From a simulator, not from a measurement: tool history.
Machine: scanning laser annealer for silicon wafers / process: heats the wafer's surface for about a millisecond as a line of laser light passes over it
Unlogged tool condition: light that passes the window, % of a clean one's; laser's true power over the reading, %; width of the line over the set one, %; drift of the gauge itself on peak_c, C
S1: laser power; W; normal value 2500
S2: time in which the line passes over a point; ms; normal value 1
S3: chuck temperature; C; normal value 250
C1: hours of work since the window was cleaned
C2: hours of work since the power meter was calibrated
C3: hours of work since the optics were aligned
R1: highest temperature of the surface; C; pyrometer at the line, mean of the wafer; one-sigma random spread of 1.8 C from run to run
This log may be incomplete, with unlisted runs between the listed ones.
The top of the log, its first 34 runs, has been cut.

run 35 hour=394.9 | S1=2610 S2=0.95 S3=232 | C1=158 C2=447 C3=43 | R1=972
run 36 hour=406.3 | S1=2610 S2=0.95 S3=242 | C1=164 C2=453 C3=49 | R1=980
run 37 hour=419.5 | S1=2705 S2=0.94 S3=252 | C1=171 C2=460 C3=56 | R1=1019
run 38 hour=430.2 | S1=2705 S2=0.94 S3=252 | C1=177 C2=466 C3=62 | R1=1012
run 39 hour=442.2 | S1=2183 S2=0.86 S3=222 | C1=184 C2=473 C3=68 | R1=804
run 40 hour=449.2 | S1=2183 S2=0.86 S3=222 | C1=187 C2=476 C3=72 | R1=803
run 41 hour=461.5 | S1=2183 S2=0.86 S3=222 | C1=194 C2=483 C3=79 | R1=801
run 42 hour=471 | S1=2183 S2=0.86 S3=222 | C1=199 C2=488 C3=84 | R1=804

Each row is a separate what-if for the run after 42, all from the same tool condition, not one after another. Results?
run A hour=482.8 | S1=2345 S2=1 S3=220 | C1=205 C2=494 C3=90 | R1=?
run B hour=482.8 | S1=2500 S2=1 S3=229 | C1=205 C2=494 C3=90 | R1=?
run C hour=482.8 | S1=2290 S2=1.2 S3=234 | C1=205 C2=494 C3=90 | R1=?

run=A R1=894
run=B R1=953
run=C R1=962
Without the tool's unlogged condition, the same runs would have read:
run=A R1=920
run=B R1=982
run=C R1=990

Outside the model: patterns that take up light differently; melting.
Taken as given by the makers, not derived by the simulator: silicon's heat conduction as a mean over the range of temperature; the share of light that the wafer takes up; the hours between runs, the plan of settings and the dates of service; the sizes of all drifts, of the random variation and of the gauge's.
